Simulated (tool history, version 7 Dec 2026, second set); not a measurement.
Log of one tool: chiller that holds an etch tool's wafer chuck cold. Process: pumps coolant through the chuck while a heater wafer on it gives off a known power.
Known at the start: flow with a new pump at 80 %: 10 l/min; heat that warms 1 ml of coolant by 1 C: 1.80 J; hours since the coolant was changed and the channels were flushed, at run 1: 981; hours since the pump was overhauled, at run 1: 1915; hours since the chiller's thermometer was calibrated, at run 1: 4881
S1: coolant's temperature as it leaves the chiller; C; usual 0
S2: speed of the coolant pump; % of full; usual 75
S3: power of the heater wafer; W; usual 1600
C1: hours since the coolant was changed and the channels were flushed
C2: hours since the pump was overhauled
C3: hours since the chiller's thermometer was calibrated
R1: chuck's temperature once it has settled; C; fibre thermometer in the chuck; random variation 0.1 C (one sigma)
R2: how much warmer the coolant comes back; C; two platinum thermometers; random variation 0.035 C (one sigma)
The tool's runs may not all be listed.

run,hour,S1,S2,S3,C1,C2,C3,R1,R2
1,0,0,75,1600,981,1915,4881,14,5.99
2,20.2,2,75,1600,1001,1935,4901,16.1,6
3,46.2,2,75,2171,1027,1961,4927,21.3,8.15
4,71.9,2,75,2171,1052,1987,4953,21.5,8.19
5,100.1,2,75,2171,1081,2015,4981,21.3,8.21
6,113.6,2,75,2171,1094,2029,4995,21.5,8.1
7,129.9,2,75,2171,1110,2045,5011,21.6,8.1
8,142.7,2,75,2171,1123,2058,5024,21.2,8.08
9,172.4,2,75,2171,1153,2087,5054,21.3,8.11
10,189.5,0,75,1600,1170,2104,5071,14,6.02
11,219.2,0,75,1600,1200,2134,5100,14.1,5.96
12,244,0,75,1600,1225,2159,5125,14.4,6.03
13,266.4,-3,78,1085,1247,2181,5148,6.1,3.93
14,279.4,-3,78,1085,1260,2194,5161,6.3,3.86
15,297.5,8,61,1085,1278,2212,5179,18.7,5.18
16,311.9,0,84,1600,1292,2227,5193,13.1,5.3
17,333.7,2,65,1255,1314,2249,5215,14.3,5.56
18,360.6,2,65,1255,1341,2276,5242,14.2,5.55
19,378,1,65,1186,1359,2293,5259,12.4,5.22
20,400,1,65,1186,1381,2315,5281,12.7,5.26
21,427.4,-8,70,921,1408,2342,5309,0.3,3.78
22,456,-8,70,921,1437,2371,5337,0.5,3.75
23,470.3,2,75,1263,1451,2385,5351,13.1,4.79
24,484.7,-7,69,1164,1465,2400,5366,3.9,4.77

5 ways to go on from here, each from the tool as it stands after run 24. What would each give?
A,514.4,-7,67,1164,1495,2429,5396,?,?
B,514.4,-9,96,1164,1495,2429,5396,?,?
C,514.4,-7,76,1164,1495,2429,5396,?,?
D,514.4,-6,81,813,1495,2429,5396,?,?
E,514.4,5,75,880,1495,2429,5396,?,?

run,R1,R2
A,4,4.97
B,-0.5,3.3
C,3.3,4.36
D,0.6,2.83
E,12.5,3.28
Without the tool's hidden state the same runs would have given:
run,R1,R2
A,3.9,4.72
B,-0.4,3.13
C,3.2,4.14
D,0.7,2.69
E,12.6,3.12
